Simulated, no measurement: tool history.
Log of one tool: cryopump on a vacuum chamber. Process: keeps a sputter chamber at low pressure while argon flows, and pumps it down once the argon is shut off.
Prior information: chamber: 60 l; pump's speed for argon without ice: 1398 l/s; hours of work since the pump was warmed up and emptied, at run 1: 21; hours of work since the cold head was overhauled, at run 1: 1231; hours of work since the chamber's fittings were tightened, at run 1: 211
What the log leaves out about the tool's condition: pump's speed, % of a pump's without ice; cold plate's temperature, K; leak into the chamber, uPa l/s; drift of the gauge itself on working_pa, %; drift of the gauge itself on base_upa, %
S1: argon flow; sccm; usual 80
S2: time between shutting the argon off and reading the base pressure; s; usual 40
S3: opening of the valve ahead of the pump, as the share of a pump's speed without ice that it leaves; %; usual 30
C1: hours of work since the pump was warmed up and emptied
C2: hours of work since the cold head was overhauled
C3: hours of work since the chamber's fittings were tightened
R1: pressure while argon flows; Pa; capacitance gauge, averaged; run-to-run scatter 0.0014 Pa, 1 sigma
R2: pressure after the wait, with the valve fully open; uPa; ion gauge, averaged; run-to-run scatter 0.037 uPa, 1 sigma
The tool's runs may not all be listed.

run,day,S1,S2,S3,C1,C2,C3,R1,R2
1,0,80,40,30,21,1231,211,0.3265,2.2
2,1.55,80,40,30,49,1259,239,0.3227,2.13
3,5.358,80,40,17,119,1329,309,0.569,2.27
4,8.933,80,40,30,184,1394,374,0.3264,2.26
5,12.212,80,42,30,244,1454,434,0.33,2.27
6,15.896,53,42,30,311,1521,502,0.219,2.23
7,17.546,80,40,30,342,1552,532,0.3282,2.3
8,21.192,80,40,30,408,1618,599,0.3313,2.4
9,23.25,80,40,30,446,1656,636,0.3277,2.42
10,25.592,80,40,30,489,1699,679,0.3334,2.39
11,28.983,80,40,30,551,1761,741,0.3343,2.48
12,31.3,80,40,30,593,1803,783,0.3335,2.45
13,34.538,80,40,30,652,1862,843,0.3371,2.48
14,37.033,80,82,20,698,1908,888,0.4942,1.62
15,40.467,80,82,20,761,1971,951,0.4979,1.63
16,42.958,80,28,45,806,2016,997,0.2288,3.48
17,46.429,49,40,27,870,2080,1060,0.2293,2.67
18,48.975,75,218,30,916,2126,1107,0.3191,1.21
19,50.958,36,212,22,953,2163,1143,0.2065,1.23
20,53.238,33,52,21,994,2204,1185,0.1991,2.28
21,55.667,33,52,21,1039,2249,1229,0.1977,2.29
22,58.104,33,52,21,1083,2293,1273,0.1981,2.37
23,60.171,54,74,56,1121,2331,1311,0.1324,1.95

Each row is a separate what-if for the run after 23, all from the same tool condition, not one after another. Results?
A,62.112,54,35,56,1157,2367,1347,?,?
B,62.112,68,101,18,1157,2367,1347,?,?
C,62.112,38,40,45,1157,2367,1347,?,?

run,R1,R2
A,0.1328,3.14
B,0.4766,1.77
C,0.1128,2.79
Take away the tool's hidden state, keep each run's random variation, and the runs would have read:
run,R1,R2
A,0.1172,2.33
B,0.4568,0.95
C,0.1018,2.01
